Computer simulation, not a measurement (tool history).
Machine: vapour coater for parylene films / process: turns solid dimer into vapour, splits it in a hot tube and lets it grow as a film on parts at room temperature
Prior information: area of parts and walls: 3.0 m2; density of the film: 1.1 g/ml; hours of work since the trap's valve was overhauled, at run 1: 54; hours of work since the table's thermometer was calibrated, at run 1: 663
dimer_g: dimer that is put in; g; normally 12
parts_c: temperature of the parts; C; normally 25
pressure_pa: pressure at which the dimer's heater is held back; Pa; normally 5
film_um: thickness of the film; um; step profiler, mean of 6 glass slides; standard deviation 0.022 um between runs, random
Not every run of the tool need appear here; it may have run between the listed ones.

| run | hour | dimer_g | parts_c | pressure_pa | hours of work since the trap's valve was overhauled | hours of work since the table's thermometer was calibrated | film_um |
|---|---|---|---|---|---|---|---|
| 1 | 0 | 12 | 25 | 5 | 54 | 663 | 2.03 |
| 2 | 17.4 | 12 | 22 | 5 | 65 | 674 | 2.28 |
| 3 | 36.9 | 12 | 22 | 5 | 77 | 687 | 2.32 |
| 4 | 61.4 | 12 | 25 | 5 | 93 | 702 | 1.96 |
| 5 | 84 | 10 | 25 | 5 | 107 | 717 | 1.64 |
| 6 | 104.8 | 10 | 25 | 5 | 121 | 730 | 1.66 |
| 7 | 138.3 | 12 | 25 | 5.7 | 142 | 751 | 1.94 |
| 8 | 180.3 | 12 | 25 | 5.7 | 169 | 778 | 1.89 |
| 9 | 201.8 | 12 | 29 | 5 | 182 | 792 | 1.58 |
| 10 | 233.3 | 12 | 29 | 5 | 202 | 812 | 1.58 |
| 11 | 261.5 | 12 | 29 | 5 | 220 | 830 | 1.57 |
| 12 | 282.1 | 12 | 29 | 5 | 233 | 843 | 1.57 |
| 13 | 303.1 | 12 | 29 | 5 | 247 | 856 | 1.55 |
| 14 | 327.4 | 12 | 25 | 5.29 | 262 | 871 | 1.84 |
| 15 | 369.3 | 12 | 25 | 5.29 | 289 | 898 | 1.81 |
|  | 380.4 | trap's valve overhauled |
| 16 | 410.1 | 12 | 25 | 5.29 | 19 | 921 | 2 |
| 17 | 450.8 | 12 | 25 | 5.29 | 45 | 947 | 1.97 |
| 18 | 469.6 | 9 | 23 | 2.5 | 57 | 959 | 1.79 |
| 19 | 511.4 | 9 | 24 | 10.63 | 83 | 986 | 1.45 |
| 20 | 529.5 | 9 | 24 | 10.63 | 95 | 997 | 1.4 |
| 21 | 553.3 | 6 | 24 | 6.21 | 110 | 1012 | 1.02 |
| 22 | 594.9 | 14 | 20 | 6.41 | 136 | 1039 | 2.78 |
| 23 | 632.2 | 8 | 28 | 6.14 | 160 | 1063 | 1.07 |
| 24 | 654.2 | 17 | 25 | 6.31 | 174 | 1077 | 2.62 |

Forecast run 25:
| 25 | 685 | 7 | 19 | 9.7 | 194 | 1096 | ? |

{"run 25": {"film_um": 1.34}}
On a tool with no hidden condition, and with the same random variation, this run would have come out at film_um 1.52 um.
